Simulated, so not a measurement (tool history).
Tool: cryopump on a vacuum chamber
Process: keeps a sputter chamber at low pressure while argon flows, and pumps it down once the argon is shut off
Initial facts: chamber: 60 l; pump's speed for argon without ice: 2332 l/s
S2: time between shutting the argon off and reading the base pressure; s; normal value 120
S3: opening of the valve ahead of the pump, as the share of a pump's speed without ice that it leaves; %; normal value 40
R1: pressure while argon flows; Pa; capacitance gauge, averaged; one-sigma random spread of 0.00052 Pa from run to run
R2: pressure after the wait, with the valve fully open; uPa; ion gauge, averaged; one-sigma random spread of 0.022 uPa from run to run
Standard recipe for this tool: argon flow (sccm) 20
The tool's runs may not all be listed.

{"run": 1, "hour": 0.0, "argon flow (sccm)": 20, "S2": 120, "S3": 40, "R1": 0.0358, "R2": 1.04}
{"run": 2, "hour": 33.7, "argon flow (sccm)": 20, "S2": 120, "S3": 40, "R1": 0.0364, "R2": 1.08}
{"run": 3, "hour": 65.2, "argon flow (sccm)": 20, "S2": 120, "S3": 40, "R1": 0.0371, "R2": 1.12}
{"run": 4, "hour": 86.2, "argon flow (sccm)": 20, "S2": 120, "S3": 40, "R1": 0.0367, "R2": 1.11}
{"run": 5, "hour": 113.0, "argon flow (sccm)": 20, "S2": 120, "S3": 40, "R1": 0.037, "R2": 1.16}
{"run": 6, "hour": 133.7, "argon flow (sccm)": 20, "S2": 120, "S3": 40, "R1": 0.0371, "R2": 1.11}
{"run": 7, "hour": 151.3, "argon flow (sccm)": 20, "S2": 120, "S3": 40, "R1": 0.0361, "R2": 1.12}
{"run": 8, "hour": 170.0, "argon flow (sccm)": 20, "S2": 120, "S3": 40, "R1": 0.0375, "R2": 1.14}
{"run": 9, "hour": 187.5, "argon flow (sccm)": 20, "S2": 59, "S3": 40, "R1": 0.0368, "R2": 1.68}
{"run": 10, "hour": 209.4, "argon flow (sccm)": 20, "S2": 59, "S3": 40, "R1": 0.0374, "R2": 1.67}
{"run": 11, "hour": 235.7, "argon flow (sccm)": 20, "S2": 120, "S3": 40, "R1": 0.037, "R2": 1.18}
{"run": 12, "hour": 263.7, "argon flow (sccm)": 20, "S2": 120, "S3": 40, "R1": 0.0376, "R2": 1.18}
{"run": 13, "hour": 295.6, "argon flow (sccm)": 20, "S2": 120, "S3": 40, "R1": 0.037, "R2": 1.19}
{"run": 14, "hour": 310.9, "argon flow (sccm)": 20, "S2": 120, "S3": 40, "R1": 0.0375, "R2": 1.23}
{"run": 15, "hour": 332.0, "argon flow (sccm)": 20, "S2": 120, "S3": 40, "R1": 0.0379, "R2": 1.25}
{"run": 16, "hour": 348.0, "argon flow (sccm)": 20, "S2": 120, "S3": 40, "R1": 0.0373, "R2": 1.25}
{"run": 17, "hour": 375.8, "argon flow (sccm)": 20, "S2": 107, "S3": 40, "R1": 0.0384, "R2": 1.28}
{"run": 18, "hour": 405.8, "argon flow (sccm)": 9, "S2": 32, "S3": 19, "R1": 0.0347, "R2": 2.66}
{"run": 19, "hour": 420.9, "argon flow (sccm)": 9, "S2": 32, "S3": 19, "R1": 0.0354, "R2": 2.63}
{"run": 20, "hour": 450.1, "argon flow (sccm)": 19, "S2": 261, "S3": 54, "R1": 0.0271, "R2": 1.05}
{"run": 21, "hour": 465.9, "argon flow (sccm)": 19, "S2": 261, "S3": 54, "R1": 0.0277, "R2": 1.03}
{"run": 22, "hour": 482.3, "argon flow (sccm)": 19, "S2": 261, "S3": 54, "R1": 0.0268, "R2": 0.99}
{"run": 23, "hour": 515.7, "argon flow (sccm)": 26, "S2": 102, "S3": 43, "R1": 0.0455, "R2": 1.35}
{"run": 24, "hour": 548.2, "argon flow (sccm)": 28, "S2": 27, "S3": 46, "R1": 0.0463, "R2": 3.03}
{"run": 25, "hour": 576.8, "argon flow (sccm)": 28, "S2": 131, "S3": 24, "R1": 0.0875, "R2": 1.26}
{"run": 26, "hour": 605.7, "argon flow (sccm)": 28, "S2": 131, "S3": 24, "R1": 0.0863, "R2": 1.32}
{"run": 27, "hour": 634.7, "argon flow (sccm)": 28, "S2": 131, "S3": 24, "R1": 0.0867, "R2": 1.3}
{"run": 28, "hour": 659.6, "argon flow (sccm)": 14, "S2": 28, "S3": 34, "R1": 0.0318, "R2": 2.99}
{"run": 29, "hour": 689.8, "argon flow (sccm)": 14, "S2": 28, "S3": 34, "R1": 0.0318, "R2": 3.01}
{"run": 30, "hour": 716.6, "argon flow (sccm)": 23, "S2": 120, "S3": 40, "R1": 0.045, "R2": 1.39}
{"run": 31, "hour": 745.8, "argon flow (sccm)": 22, "S2": 120, "S3": 40, "R1": 0.0431, "R2": 1.35}
{"run": 32, "hour": 763.1, "argon flow (sccm)": 35, "S2": 50, "S3": 31, "R1": 0.0863, "R2": 2.15}
{"run": 33, "hour": 782.6, "argon flow (sccm)": 26, "S2": 50, "S3": 29, "R1": 0.068, "R2": 2.09}
{"run": 34, "hour": 806.3, "argon flow (sccm)": 26, "S2": 50, "S3": 29, "R1": 0.0678, "R2": 2.05}

Selected run-to-run steps in R1, each split into two signed amounts: the part the tool would show with no hidden state at all (from settings, incoming material and random variation), and the remainder, which goes to the hidden state together with any gauge scatter not common to the measured and the hidden-state-free results:
The tool's hidden condition here consists of: pump's speed, % of a pump's without ice; cold plate's temperature, K; leak into the chamber, uPa l/s; drift of the gauge itself on working_pa, %; drift of the gauge itself on base_upa, %.
Run 24 -> 25: S2 27 -> 131, S3 46 -> 24. R1 +0.0412 Pa: hidden state +0.0001, all else +0.0411.
Run 27 -> 28: argon flow (sccm) 28 -> 14, S2 131 -> 28, S3 24 -> 34. R1 -0.0549 Pa: hidden state -0.0014, all else -0.0535.
Run 29 -> 30: argon flow (sccm) 14 -> 23, S2 28 -> 120, S3 34 -> 40. R1 +0.0132 Pa: hidden state +0.0011, all else +0.0121.
Run 31 -> 32: argon flow (sccm) 22 -> 35, S2 120 -> 50, S3 40 -> 31. R1 +0.0432 Pa: hidden state +0.0016, all else +0.0416.

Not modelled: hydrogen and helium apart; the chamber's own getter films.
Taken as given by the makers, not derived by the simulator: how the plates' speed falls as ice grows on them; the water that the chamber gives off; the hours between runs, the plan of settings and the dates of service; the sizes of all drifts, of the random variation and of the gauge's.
